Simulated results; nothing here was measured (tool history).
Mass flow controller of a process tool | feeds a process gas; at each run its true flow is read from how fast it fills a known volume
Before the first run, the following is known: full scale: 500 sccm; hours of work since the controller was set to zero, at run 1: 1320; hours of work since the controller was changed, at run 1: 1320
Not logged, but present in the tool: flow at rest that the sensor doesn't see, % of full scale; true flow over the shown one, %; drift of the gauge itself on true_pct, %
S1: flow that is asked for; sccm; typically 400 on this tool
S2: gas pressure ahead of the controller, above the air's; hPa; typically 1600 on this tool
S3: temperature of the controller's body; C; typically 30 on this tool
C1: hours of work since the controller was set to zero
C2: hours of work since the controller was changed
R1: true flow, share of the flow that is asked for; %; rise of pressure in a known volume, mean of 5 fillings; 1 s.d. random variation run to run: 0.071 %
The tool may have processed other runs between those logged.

{"run": 1, "hour": 0.0, "S1": 400, "S2": 1600, "S3": 30, "C1": 1320, "C2": 1320, "R1": 98.73}
{"run": 2, "hour": 59.8, "S1": 400, "S2": 1600, "S3": 21, "C1": 1344, "C2": 1344, "R1": 98.35}
{"run": 3, "hour": 155.0, "S1": 400, "S2": 1600, "S3": 20, "C1": 1382, "C2": 1382, "R1": 98.32}
{"run": 4, "hour": 215.2, "S1": 400, "S2": 1600, "S3": 30, "C1": 1406, "C2": 1406, "R1": 98.85}
{"run": 5, "hour": 305.0, "S1": 400, "S2": 1600, "S3": 30, "C1": 1442, "C2": 1442, "R1": 98.81}
{"run": 6, "hour": 379.7, "S1": 400, "S2": 1600, "S3": 30, "C1": 1471, "C2": 1471, "R1": 98.72}
{"run": 7, "hour": 432.7, "S1": 400, "S2": 1600, "S3": 30, "C1": 1492, "C2": 1492, "R1": 98.73}
{"run": 8, "hour": 492.1, "S1": 400, "S2": 1600, "S3": 30, "C1": 1516, "C2": 1516, "R1": 98.79}
{"run": 9, "hour": 562.1, "S1": 400, "S2": 1600, "S3": 30, "C1": 1544, "C2": 1544, "R1": 98.65}
{"run": 10, "hour": 657.6, "S1": 400, "S2": 1550, "S3": 30, "C1": 1582, "C2": 1582, "R1": 98.69}
{"run": 11, "hour": 727.5, "S1": 400, "S2": 1550, "S3": 30, "C1": 1610, "C2": 1610, "R1": 98.62}
{"run": 12, "hour": 814.9, "S1": 400, "S2": 1550, "S3": 30, "C1": 1645, "C2": 1645, "R1": 98.6}
{"run": 13, "hour": 865.2, "S1": 290, "S2": 1600, "S3": 30, "C1": 1665, "C2": 1665, "R1": 97.95}
{"run": 14, "hour": 948.5, "S1": 325, "S2": 1600, "S3": 30, "C1": 1698, "C2": 1698, "R1": 98.09}
{"run": 15, "hour": 1052.2, "S1": 325, "S2": 1600, "S3": 30, "C1": 1739, "C2": 1739, "R1": 98.08}
{"hour": 1057.2, "done": "controller's zero set anew"}
{"run": 16, "hour": 1103.6, "S1": 134, "S2": 1600, "S3": 30, "C1": 18, "C2": 1760, "R1": 96.21}
{"run": 17, "hour": 1201.6, "S1": 400, "S2": 1740, "S3": 30, "C1": 58, "C2": 1799, "R1": 98.34}
{"run": 18, "hour": 1274.7, "S1": 400, "S2": 1740, "S3": 30, "C1": 87, "C2": 1828, "R1": 98.26}
{"run": 19, "hour": 1341.2, "S1": 400, "S2": 1740, "S3": 30, "C1": 113, "C2": 1854, "R1": 98.34}
{"run": 20, "hour": 1386.5, "S1": 400, "S2": 1740, "S3": 30, "C1": 131, "C2": 1872, "R1": 98.29}
{"run": 21, "hour": 1442.6, "S1": 400, "S2": 1740, "S3": 30, "C1": 154, "C2": 1895, "R1": 98.26}
{"hour": 1484.3, "done": "controller's zero set anew, once more"}
{"run": 22, "hour": 1485.8, "S1": 400, "S2": 1740, "S3": 30, "C1": 1, "C2": 1912, "R1": 98.68}
{"run": 23, "hour": 1563.3, "S1": 400, "S2": 1740, "S3": 30, "C1": 32, "C2": 1943, "R1": 98.46}
{"run": 24, "hour": 1662.7, "S1": 400, "S2": 1600, "S3": 37, "C1": 71, "C2": 1982, "R1": 98.89}
{"run": 25, "hour": 1765.1, "S1": 400, "S2": 1720, "S3": 37, "C1": 112, "C2": 2023, "R1": 98.81}
{"run": 26, "hour": 1860.2, "S1": 52, "S2": 2270, "S3": 37, "C1": 150, "C2": 2061, "R1": 96.18}
{"run": 27, "hour": 1919.8, "S1": 52, "S2": 2270, "S3": 37, "C1": 174, "C2": 2085, "R1": 96.25}
{"run": 28, "hour": 2020.6, "S1": 52, "S2": 2270, "S3": 37, "C1": 214, "C2": 2125, "R1": 96.14}
{"run": 29, "hour": 2114.7, "S1": 400, "S2": 2750, "S3": 25, "C1": 251, "C2": 2163, "R1": 97.74}
{"run": 30, "hour": 2191.0, "S1": 400, "S2": 2750, "S3": 25, "C1": 282, "C2": 2193, "R1": 97.71}
{"run": 31, "hour": 2244.9, "S1": 268, "S2": 2450, "S3": 30, "C1": 303, "C2": 2214, "R1": 97.37}
{"run": 32, "hour": 2335.4, "S1": 268, "S2": 2450, "S3": 30, "C1": 339, "C2": 2251, "R1": 97.12}
{"run": 33, "hour": 2432.8, "S1": 268, "S2": 2450, "S3": 30, "C1": 378, "C2": 2289, "R1": 97.24}
{"run": 34, "hour": 2521.6, "S1": 453, "S2": 1670, "S3": 21, "C1": 414, "C2": 2325, "R1": 98.54}
{"run": 35, "hour": 2588.5, "S1": 453, "S2": 1670, "S3": 21, "C1": 440, "C2": 2351, "R1": 98.44}
{"run": 36, "hour": 2676.0, "S1": 101, "S2": 1410, "S3": 39, "C1": 475, "C2": 2386, "R1": 96.94}
{"run": 37, "hour": 2737.6, "S1": 365, "S2": 2200, "S3": 23, "C1": 500, "C2": 2411, "R1": 97.64}
{"run": 38, "hour": 2828.8, "S1": 149, "S2": 1540, "S3": 30, "C1": 536, "C2": 2447, "R1": 96.86}
{"run": 39, "hour": 2873.9, "S1": 73, "S2": 1600, "S3": 30, "C1": 554, "C2": 2465, "R1": 96.13}
{"run": 40, "hour": 2976.3, "S1": 73, "S2": 2320, "S3": 39, "C1": 595, "C2": 2506, "R1": 95.99}
{"run": 41, "hour": 3030.7, "S1": 144, "S2": 1880, "S3": 39, "C1": 616, "C2": 2528, "R1": 96.87}
{"run": 42, "hour": 3106.7, "S1": 269, "S2": 2460, "S3": 30, "C1": 647, "C2": 2558, "R1": 96.9}
{"run": 43, "hour": 3173.4, "S1": 269, "S2": 2460, "S3": 30, "C1": 673, "C2": 2585, "R1": 97.11}
{"run": 44, "hour": 3262.4, "S1": 131, "S2": 2460, "S3": 24, "C1": 709, "C2": 2620, "R1": 95.9}
{"run": 45, "hour": 3360.6, "S1": 131, "S2": 2460, "S3": 24, "C1": 748, "C2": 2659, "R1": 95.74}

Below are 4 alternative next runs, each starting from the tool's condition after run 45. Predict each:
{"run": "A", "hour": 3426.7, "S1": 111, "S2": 2170, "S3": 27, "C1": 774, "C2": 2686, "R1": "?"}
{"run": "B", "hour": 3426.7, "S1": 244, "S2": 1600, "S3": 32, "C1": 774, "C2": 2686, "R1": "?"}
{"run": "C", "hour": 3426.7, "S1": 140, "S2": 2710, "S3": 24, "C1": 774, "C2": 2686, "R1": "?"}
{"run": "D", "hour": 3426.7, "S1": 131, "S2": 2460, "S3": 29, "C1": 774, "C2": 2686, "R1": "?"}

run=A R1=95.91
run=B R1=97.3
run=C R1=95.68
run=D R1=96.03
Stripped of hidden state, with their random variation kept, the same runs would have yielded:
run=A R1=97.69
run=B R1=98.9
run=C R1=97.39
run=D R1=97.76
